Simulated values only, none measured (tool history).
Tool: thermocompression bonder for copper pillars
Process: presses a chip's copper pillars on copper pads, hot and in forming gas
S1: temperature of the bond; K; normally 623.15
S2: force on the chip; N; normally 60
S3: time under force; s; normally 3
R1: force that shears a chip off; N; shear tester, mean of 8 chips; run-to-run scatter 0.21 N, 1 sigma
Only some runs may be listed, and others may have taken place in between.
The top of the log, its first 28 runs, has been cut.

run   hour      S1  S2  S3    R1
 29  554.2  623.15  37   3  46.1
 30  567.6  623.15  37   3  46.4
 31  590.5  601.15  44   3  38.9
 32  603.8  640.15  43   3  59.8
 33  616.7  595.15  53   5  48.3
 34  631.1  623.15  70   3  64.8
 35  650.9  623.15  47   5  61.8
 36  669.6  626.15  64   5  74.2
 37  693.4  623.15  60   7  77.1
 38  719.4  623.15  73   3  65.8
 39  747.8  623.15  60   4  65.0

5 ways to go on from here, each from the tool as it stands after run 39. What would each give?
  A  766.5  602.15  58   3   ?
  B  766.5  639.15  80   3   ?
  C  766.5  650.15  60   3   ?
  D  766.5  611.15  60   2   ?
  E  766.5  622.15  81   8   ?

run    R1
  A  45.4
  B  78.4
  C  75.8
  D  44.6
  E  87.2
Without the tool's hidden state the same runs would have given:
run    R1
  A  47.3
  B  81.8
  C  79.1
  D  46.5
  E  91.1
